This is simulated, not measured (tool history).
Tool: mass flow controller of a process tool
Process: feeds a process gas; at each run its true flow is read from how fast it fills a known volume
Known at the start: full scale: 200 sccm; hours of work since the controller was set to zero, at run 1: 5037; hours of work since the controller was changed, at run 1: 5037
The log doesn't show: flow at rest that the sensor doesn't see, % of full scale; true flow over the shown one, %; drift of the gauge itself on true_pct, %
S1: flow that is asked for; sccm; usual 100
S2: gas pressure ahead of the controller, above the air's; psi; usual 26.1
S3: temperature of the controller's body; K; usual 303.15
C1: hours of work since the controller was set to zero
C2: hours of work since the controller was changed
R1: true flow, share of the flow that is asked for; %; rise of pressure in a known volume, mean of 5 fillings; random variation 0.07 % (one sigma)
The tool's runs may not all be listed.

{"run": 1, "hour": 0.0, "S1": 100, "S2": 26.1, "S3": 303.15, "C1": 5037, "C2": 5037, "R1": 94.42}
{"run": 2, "hour": 297.7, "S1": 100, "S2": 26.1, "S3": 303.15, "C1": 5165, "C2": 5165, "R1": 94.28}
{"run": 3, "hour": 701.3, "S1": 100, "S2": 26.1, "S3": 303.15, "C1": 5339, "C2": 5339, "R1": 94.25}
{"run": 4, "hour": 952.3, "S1": 100, "S2": 26.1, "S3": 303.15, "C1": 5447, "C2": 5447, "R1": 94.2}
{"run": 5, "hour": 1255.0, "S1": 100, "S2": 26.1, "S3": 303.15, "C1": 5578, "C2": 5578, "R1": 94.2}
{"run": 6, "hour": 1558.8, "S1": 100, "S2": 26.1, "S3": 303.15, "C1": 5708, "C2": 5708, "R1": 94.03}
{"run": 7, "hour": 1826.2, "S1": 100, "S2": 26.1, "S3": 303.15, "C1": 5824, "C2": 5824, "R1": 94.01}
{"run": 8, "hour": 2201.6, "S1": 100, "S2": 26.1, "S3": 303.15, "C1": 5985, "C2": 5985, "R1": 93.81}
{"run": 9, "hour": 2448.0, "S1": 100, "S2": 26.1, "S3": 303.15, "C1": 6091, "C2": 6091, "R1": 93.72}
{"run": 10, "hour": 2911.9, "S1": 100, "S2": 26.1, "S3": 303.15, "C1": 6291, "C2": 6291, "R1": 93.71}
{"run": 11, "hour": 3211.6, "S1": 100, "S2": 26.1, "S3": 303.15, "C1": 6420, "C2": 6420, "R1": 93.47}
{"run": 12, "hour": 3746.7, "S1": 100, "S2": 26.1, "S3": 303.15, "C1": 6651, "C2": 6651, "R1": 93.4}
{"run": 13, "hour": 4064.6, "S1": 90, "S2": 29.6, "S3": 312.15, "C1": 6788, "C2": 6788, "R1": 92.07}
{"hour": 4284.6, "done": "controller's zero set anew"}
{"run": 14, "hour": 4318.4, "S1": 100, "S2": 22, "S3": 303.15, "C1": 15, "C2": 6897, "R1": 95}
{"run": 15, "hour": 4575.9, "S1": 100, "S2": 22, "S3": 303.15, "C1": 125, "C2": 7008, "R1": 95}
{"run": 16, "hour": 4889.1, "S1": 132, "S2": 22, "S3": 303.15, "C1": 260, "C2": 7143, "R1": 95.39}
{"run": 17, "hour": 5155.9, "S1": 100, "S2": 25.8, "S3": 300.15, "C1": 375, "C2": 7257, "R1": 95.31}
{"run": 18, "hour": 5539.1, "S1": 30, "S2": 26.8, "S3": 296.15, "C1": 540, "C2": 7422, "R1": 94.43}
{"run": 19, "hour": 5791.2, "S1": 33, "S2": 26.1, "S3": 295.15, "C1": 649, "C2": 7531, "R1": 94.28}
{"run": 20, "hour": 6076.2, "S1": 39, "S2": 20.6, "S3": 296.15, "C1": 772, "C2": 7654, "R1": 93.95}
{"run": 21, "hour": 6341.0, "S1": 100, "S2": 26.1, "S3": 305.15, "C1": 886, "C2": 7768, "R1": 94.37}
{"run": 22, "hour": 6598.4, "S1": 100, "S2": 26.1, "S3": 305.15, "C1": 997, "C2": 7879, "R1": 94.48}
{"run": 23, "hour": 7144.0, "S1": 100, "S2": 26.1, "S3": 305.15, "C1": 1232, "C2": 8114, "R1": 94.13}

Some steps in R1 between neighbouring runs. How much of each would the tool show without its hidden state too (settings, what came in, random variation), and how much is left for the hidden state, with any gauge scatter that isn't in both results?
Run 12 -> 13: S1 100 -> 90, S2 26.1 -> 29.6, S3 303.15 -> 312.15. R1 -1.33 %: hidden state -0.31, all else -1.02.
Run 13 -> 14: S1 90 -> 100, S2 29.6 -> 22, S3 312.15 -> 303.15, controller's zero set anew. R1 +2.93 %: hidden state +2.21, all else +0.72.
Run 17 -> 18: S1 100 -> 30, S2 25.8 -> 26.8, S3 300.15 -> 296.15. R1 -0.88 %: hidden state -0.55, all else -0.33.
